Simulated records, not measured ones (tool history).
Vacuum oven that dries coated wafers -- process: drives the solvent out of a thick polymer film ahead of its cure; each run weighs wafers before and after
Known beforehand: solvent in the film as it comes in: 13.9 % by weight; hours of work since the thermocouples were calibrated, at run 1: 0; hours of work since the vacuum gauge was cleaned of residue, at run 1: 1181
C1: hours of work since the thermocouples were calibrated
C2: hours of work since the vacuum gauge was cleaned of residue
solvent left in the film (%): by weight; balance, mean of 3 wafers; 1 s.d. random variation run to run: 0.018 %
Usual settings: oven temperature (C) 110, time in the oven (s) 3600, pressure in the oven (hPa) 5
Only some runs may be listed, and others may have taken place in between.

{"run": 1, "day": 0.0, "oven temperature (C)": 110, "time in the oven (s)": 3600, "pressure in the oven (hPa)": 5, "C1": 0, "C2": 1181, "solvent left in the film (%)": 1.65}
{"run": 2, "day": 1.588, "oven temperature (C)": 110, "time in the oven (s)": 3600, "pressure in the oven (hPa)": 5, "C1": 29, "C2": 1211, "solvent left in the film (%)": 1.62}
{"run": 3, "day": 2.808, "oven temperature (C)": 110, "time in the oven (s)": 3600, "pressure in the oven (hPa)": 5, "C1": 52, "C2": 1234, "solvent left in the film (%)": 1.65}
{"run": 4, "day": 4.083, "oven temperature (C)": 110, "time in the oven (s)": 3600, "pressure in the oven (hPa)": 5, "C1": 76, "C2": 1257, "solvent left in the film (%)": 1.63}
{"run": 5, "day": 5.138, "oven temperature (C)": 110, "time in the oven (s)": 3600, "pressure in the oven (hPa)": 5, "C1": 95, "C2": 1277, "solvent left in the film (%)": 1.6}
{"run": 6, "day": 6.017, "oven temperature (C)": 110, "time in the oven (s)": 3600, "pressure in the oven (hPa)": 5, "C1": 112, "C2": 1293, "solvent left in the film (%)": 1.61}
{"run": 7, "day": 7.792, "oven temperature (C)": 110, "time in the oven (s)": 1800, "pressure in the oven (hPa)": 5, "C1": 144, "C2": 1326, "solvent left in the film (%)": 4.05}
{"run": 8, "day": 9.254, "oven temperature (C)": 110, "time in the oven (s)": 1800, "pressure in the oven (hPa)": 5, "C1": 172, "C2": 1353, "solvent left in the film (%)": 4.01}
{"run": 9, "day": 10.471, "oven temperature (C)": 110, "time in the oven (s)": 2700, "pressure in the oven (hPa)": 5, "C1": 194, "C2": 1376, "solvent left in the film (%)": 2.48}
{"run": 10, "day": 11.367, "oven temperature (C)": 110, "time in the oven (s)": 2700, "pressure in the oven (hPa)": 5, "C1": 211, "C2": 1392, "solvent left in the film (%)": 2.46}
{"run": 11, "day": 13.092, "oven temperature (C)": 110, "time in the oven (s)": 2700, "pressure in the oven (hPa)": 5, "C1": 243, "C2": 1424, "solvent left in the film (%)": 2.47}
{"run": 12, "day": 14.271, "oven temperature (C)": 110, "time in the oven (s)": 2700, "pressure in the oven (hPa)": 9.47, "C1": 265, "C2": 1446, "solvent left in the film (%)": 2.61}
{"run": 13, "day": 16.033, "oven temperature (C)": 110, "time in the oven (s)": 2700, "pressure in the oven (hPa)": 9.47, "C1": 297, "C2": 1479, "solvent left in the film (%)": 2.65}
{"run": 14, "day": 17.758, "oven temperature (C)": 110, "time in the oven (s)": 2700, "pressure in the oven (hPa)": 9.47, "C1": 329, "C2": 1511, "solvent left in the film (%)": 2.66}
{"run": 15, "day": 18.629, "oven temperature (C)": 97, "time in the oven (s)": 3600, "pressure in the oven (hPa)": 5, "C1": 345, "C2": 1527, "solvent left in the film (%)": 4.08}
{"run": 16, "day": 20.062, "oven temperature (C)": 110, "time in the oven (s)": 3600, "pressure in the oven (hPa)": 2.62, "C1": 372, "C2": 1553, "solvent left in the film (%)": 1.42}
{"run": 17, "day": 22.05, "oven temperature (C)": 110, "time in the oven (s)": 3600, "pressure in the oven (hPa)": 2.62, "C1": 409, "C2": 1590, "solvent left in the film (%)": 1.46}
{"run": 18, "day": 23.021, "oven temperature (C)": 113, "time in the oven (s)": 3600, "pressure in the oven (hPa)": 2.62, "C1": 427, "C2": 1608, "solvent left in the film (%)": 1.01}
{"run": 19, "day": 24.138, "oven temperature (C)": 113, "time in the oven (s)": 3600, "pressure in the oven (hPa)": 2.62, "C1": 448, "C2": 1629, "solvent left in the film (%)": 1.06}
{"run": 20, "day": 25.038, "oven temperature (C)": 113, "time in the oven (s)": 3600, "pressure in the oven (hPa)": 8.3, "C1": 464, "C2": 1646, "solvent left in the film (%)": 1.32}
{"run": 21, "day": 26.462, "oven temperature (C)": 113, "time in the oven (s)": 3600, "pressure in the oven (hPa)": 8.3, "C1": 491, "C2": 1672, "solvent left in the film (%)": 1.3}
{"run": 22, "day": 28.325, "oven temperature (C)": 110, "time in the oven (s)": 3600, "pressure in the oven (hPa)": 5, "C1": 525, "C2": 1707, "solvent left in the film (%)": 1.5}
{"run": 23, "day": 29.717, "oven temperature (C)": 110, "time in the oven (s)": 3600, "pressure in the oven (hPa)": 5, "C1": 551, "C2": 1732, "solvent left in the film (%)": 1.5}
{"run": 24, "day": 30.558, "oven temperature (C)": 110, "time in the oven (s)": 3600, "pressure in the oven (hPa)": 5, "C1": 567, "C2": 1748, "solvent left in the film (%)": 1.51}
{"run": 25, "day": 31.433, "oven temperature (C)": 110, "time in the oven (s)": 3600, "pressure in the oven (hPa)": 5, "C1": 583, "C2": 1764, "solvent left in the film (%)": 1.49}
{"run": 26, "day": 33.438, "oven temperature (C)": 118, "time in the oven (s)": 3060, "pressure in the oven (hPa)": 10.33, "C1": 620, "C2": 1801, "solvent left in the film (%)": 1.14}
{"run": 27, "day": 34.246, "oven temperature (C)": 110, "time in the oven (s)": 3600, "pressure in the oven (hPa)": 15.72, "C1": 635, "C2": 1816, "solvent left in the film (%)": 2.04}
{"run": 28, "day": 35.412, "oven temperature (C)": 114, "time in the oven (s)": 2940, "pressure in the oven (hPa)": 5, "C1": 657, "C2": 1838, "solvent left in the film (%)": 1.48}
{"run": 29, "day": 37.025, "oven temperature (C)": 120, "time in the oven (s)": 5220, "pressure in the oven (hPa)": 11.67, "C1": 687, "C2": 1868, "solvent left in the film (%)": 0.63}
{"run": 30, "day": 38.858, "oven temperature (C)": 120, "time in the oven (s)": 3840, "pressure in the oven (hPa)": 11.99, "C1": 720, "C2": 1902, "solvent left in the film (%)": 0.77}
{"run": 31, "day": 39.879, "oven temperature (C)": 120, "time in the oven (s)": 3840, "pressure in the oven (hPa)": 11.99, "C1": 739, "C2": 1921, "solvent left in the film (%)": 0.81}
{"run": 32, "day": 41.142, "oven temperature (C)": 120, "time in the oven (s)": 3840, "pressure in the oven (hPa)": 11.99, "C1": 763, "C2": 1944, "solvent left in the film (%)": 0.78}
{"run": 33, "day": 42.838, "oven temperature (C)": 98, "time in the oven (s)": 5100, "pressure in the oven (hPa)": 11.99, "C1": 794, "C2": 1976, "solvent left in the film (%)": 2.95}
{"run": 34, "day": 44.1, "oven temperature (C)": 100, "time in the oven (s)": 3600, "pressure in the oven (hPa)": 5, "C1": 818, "C2": 1999, "solvent left in the film (%)": 3.23}
{"day": 45.921, "done": "oven's thermocouples calibrated"}
{"run": 35, "day": 46.062, "oven temperature (C)": 100, "time in the oven (s)": 3600, "pressure in the oven (hPa)": 5, "C1": 3, "C2": 2034, "solvent left in the film (%)": 3.68}
{"run": 36, "day": 47.092, "oven temperature (C)": 110, "time in the oven (s)": 3600, "pressure in the oven (hPa)": 2.71, "C1": 22, "C2": 2053, "solvent left in the film (%)": 1.6}
{"run": 37, "day": 48.662, "oven temperature (C)": 120, "time in the oven (s)": 5580, "pressure in the oven (hPa)": 3.67, "C1": 51, "C2": 2082, "solvent left in the film (%)": 0.37}
{"run": 38, "day": 50.083, "oven temperature (C)": 113, "time in the oven (s)": 5220, "pressure in the oven (hPa)": 3.85, "C1": 77, "C2": 2109, "solvent left in the film (%)": 0.67}
{"run": 39, "day": 50.917, "oven temperature (C)": 113, "time in the oven (s)": 5220, "pressure in the oven (hPa)": 3.48, "C1": 93, "C2": 2124, "solvent left in the film (%)": 0.66}
{"run": 40, "day": 51.804, "oven temperature (C)": 113, "time in the oven (s)": 5580, "pressure in the oven (hPa)": 3.48, "C1": 109, "C2": 2140, "solvent left in the film (%)": 0.59}
{"run": 41, "day": 52.796, "oven temperature (C)": 103, "time in the oven (s)": 3600, "pressure in the oven (hPa)": 3.25, "C1": 128, "C2": 2159, "solvent left in the film (%)": 2.86}
{"run": 42, "day": 54.683, "oven temperature (C)": 103, "time in the oven (s)": 3600, "pressure in the oven (hPa)": 3.25, "C1": 163, "C2": 2194, "solvent left in the film (%)": 2.82}
{"run": 43, "day": 56.088, "oven temperature (C)": 103, "time in the oven (s)": 3600, "pressure in the oven (hPa)": 3.25, "C1": 189, "C2": 2220, "solvent left in the film (%)": 2.84}
{"run": 44, "day": 56.892, "oven temperature (C)": 103, "time in the oven (s)": 3600, "pressure in the oven (hPa)": 3.25, "C1": 203, "C2": 2235, "solvent left in the film (%)": 2.87}
{"run": 45, "day": 58.417, "oven temperature (C)": 108, "time in the oven (s)": 3840, "pressure in the oven (hPa)": 4.88, "C1": 232, "C2": 2263, "solvent left in the film (%)": 1.83}
{"run": 46, "day": 59.471, "oven temperature (C)": 97, "time in the oven (s)": 4560, "pressure in the oven (hPa)": 9.17, "C1": 251, "C2": 2283, "solvent left in the film (%)": 3.66}
{"run": 47, "day": 60.429, "oven temperature (C)": 113, "time in the oven (s)": 2820, "pressure in the oven (hPa)": 9.17, "C1": 269, "C2": 2300, "solvent left in the film (%)": 2.08}
{"run": 48, "day": 61.858, "oven temperature (C)": 111, "time in the oven (s)": 2280, "pressure in the oven (hPa)": 19.12, "C1": 296, "C2": 2327, "solvent left in the film (%)": 3.56}

Each row is a separate what-if for the run after 48, all from the same tool condition, not one after another. Results?
{"run": "A", "day": 63.783, "oven temperature (C)": 111, "time in the oven (s)": 2160, "pressure in the oven (hPa)": 14.81, "C1": 331, "C2": 2363, "solvent left in the film (%)": "?"}
{"run": "B", "day": 63.783, "oven temperature (C)": 110, "time in the oven (s)": 3600, "pressure in the oven (hPa)": 18.13, "C1": 331, "C2": 2363, "solvent left in the film (%)": "?"}
{"run": "C", "day": 63.783, "oven temperature (C)": 104, "time in the oven (s)": 3600, "pressure in the oven (hPa)": 5, "C1": 331, "C2": 2363, "solvent left in the film (%)": "?"}

run=A solvent_left_in_the_film_(%)=3.57
run=B solvent_left_in_the_film_(%)=2.33
run=C solvent_left_in_the_film_(%)=2.69
What these runs would have given with no unlogged condition in the tool:
run=A solvent_left_in_the_film_(%)=3.57
run=B solvent_left_in_the_film_(%)=2.25
run=C solvent_left_in_the_film_(%)=2.61
